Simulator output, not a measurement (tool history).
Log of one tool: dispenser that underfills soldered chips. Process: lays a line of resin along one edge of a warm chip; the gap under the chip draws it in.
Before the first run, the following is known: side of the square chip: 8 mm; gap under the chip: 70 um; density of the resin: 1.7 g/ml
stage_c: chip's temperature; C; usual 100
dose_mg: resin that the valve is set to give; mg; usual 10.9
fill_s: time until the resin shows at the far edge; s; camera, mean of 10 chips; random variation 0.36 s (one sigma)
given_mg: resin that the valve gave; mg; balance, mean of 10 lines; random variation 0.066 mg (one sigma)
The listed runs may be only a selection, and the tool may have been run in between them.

run  hour  stage_c  dose_mg  fill_s  given_mg
  1   0.0      100     10.9    27.9     10.87
  2   4.2      100     10.9    20.9     10.92
  3   6.8      100     10.9    23.2     10.78
  4  11.7      100     10.8    28.3     10.66
  5  16.5      100     11.9    22.5     11.73
  6  19.0      100     11.9    24.5     11.76
  7  21.6      100     11.9    26.6     11.70
  8  24.7      100     10.0    30.1      9.88
  9  27.4      100     10.9    21.3     10.73
 10  32.3      100     10.9    26.5     10.73
 11  35.7      100     10.9    29.7     10.58
 12  41.1      100     10.9    23.4     10.76
 13  44.2      100     10.9    25.6     10.73
 14  46.4      100     10.9    28.9     10.60
 15  48.6       85     10.9    52.9     10.52
 16  51.9       98     10.1    24.4      9.89
 17  54.0       89     12.3    35.1     11.86
 18  58.1       94     12.3    35.0     11.96
 19  62.3       94     12.3    26.8     11.99
 20  66.0       94     12.3    30.2     12.00
 21  69.1       92     12.9    36.4     12.56
 22  73.4       98     13.2    22.7     12.79
 23  78.1       92     10.6    34.1     10.33
 24  80.7       92     10.6    38.8     10.22
 25  83.5      104     10.1    28.0      9.74
 26  86.9       90      9.7    33.7      9.31
 27  90.6      100     11.7    25.8     11.31
 28  95.9       98     13.5    21.9     12.99
 29  99.9      106     11.9    19.8     11.53

Withheld: 9 entries from between the runs. Position of each, and hidden state at the listed run before versus the listed run after:
Run 1 -> run 2: new syringe of resin (hour 2.6)
  resin's viscosity, % of fresh resin's: 138 -> 103.7; dose that the valve gives, % of what is set: 99.14 -> 99.02; true chip temperature over the reading, C: -0.51 -> -0.53
  measured value less the no-hidden-state value, fill_s: +8.2 -> +1.2 s; given_mg: -0.09 -> -0.11 mg
Run 4 -> run 5: new syringe of resin (hour 14.2)
  resin's viscosity, % of fresh resin's: 136 -> 109.6; dose that the valve gives, % of what is set: 98.8 -> 98.67; true chip temperature over the reading, C: -0.55 -> -0.56
  measured value less the no-hidden-state value, fill_s: +8.0 -> +2.4 s; given_mg: -0.13 -> -0.16 mg
Run 8 -> run 9: new syringe of resin (hour 25.8)
  resin's viscosity, % of fresh resin's: 147.7 -> 106.5; dose that the valve gives, % of what is set: 98.42 -> 98.35
  measured value less the no-hidden-state value, fill_s: +10.4 -> +1.8 s; given_mg: -0.15 -> -0.18 mg
Run 11 -> run 12: new syringe of resin (hour 37.5)
  resin's viscosity, % of fresh resin's: 143.8 -> 112.8; dose that the valve gives, % of what is set: 98.11 -> 97.96; true chip temperature over the reading, C: -0.61 -> -0.62
  measured value less the no-hidden-state value, fill_s: +9.6 -> +3.2 s; given_mg: -0.20 -> -0.22 mg
Run 15 -> run 16: new syringe of resin (hour 49.1)
  resin's viscosity, % of fresh resin's: 148.2 -> 110.6; dose that the valve gives, % of what is set: 97.75 -> 97.66; true chip temperature over the reading, C: -0.64 -> -0.65
  measured value less the no-hidden-state value, fill_s: +18.4 -> +3.1 s; given_mg: -0.25 -> -0.24 mg
Run 18 -> run 19: new syringe of resin (hour 60.6)
  resin's viscosity, % of fresh resin's: 138.2 -> 105.5; dose that the valve gives, % of what is set: 97.49 -> 97.37; true chip temperature over the reading, C: -0.66 -> -0.67
  measured value less the no-hidden-state value, fill_s: +10.2 -> +2.0 s; given_mg: -0.31 -> -0.33 mg
Run 21 -> run 22: new syringe of resin (hour 72.4)
  resin's viscosity, % of fresh resin's: 134.6 -> 104.6; dose that the valve gives, % of what is set: 97.18 -> 97.06; true chip temperature over the reading, C: -0.69 -> -0.7
  measured value less the no-hidden-state value, fill_s: +10.2 -> +1.6 s; given_mg: -0.36 -> -0.39 mg
Run 25 -> run 26: new syringe of resin (hour 84.2)
  resin's viscosity, % of fresh resin's: 150.9 -> 110.3; dose that the valve gives, % of what is set: 96.76 -> 96.67; true chip temperature over the reading, C: -0.73 -> -0.74
  measured value less the no-hidden-state value, fill_s: +10.0 -> +4.4 s; given_mg: -0.33 -> -0.32 mg
Run 27 -> run 28: new syringe of resin (hour 95.9)
  resin's viscosity, % of fresh resin's: 126 -> 100.9; dose that the valve gives, % of what is set: 96.56 -> 96.42; true chip temperature over the reading, C: -0.75 -> -0.76
  measured value less the no-hidden-state value, fill_s: +6.0 -> +0.8 s; given_mg: -0.40 -> -0.49 mg

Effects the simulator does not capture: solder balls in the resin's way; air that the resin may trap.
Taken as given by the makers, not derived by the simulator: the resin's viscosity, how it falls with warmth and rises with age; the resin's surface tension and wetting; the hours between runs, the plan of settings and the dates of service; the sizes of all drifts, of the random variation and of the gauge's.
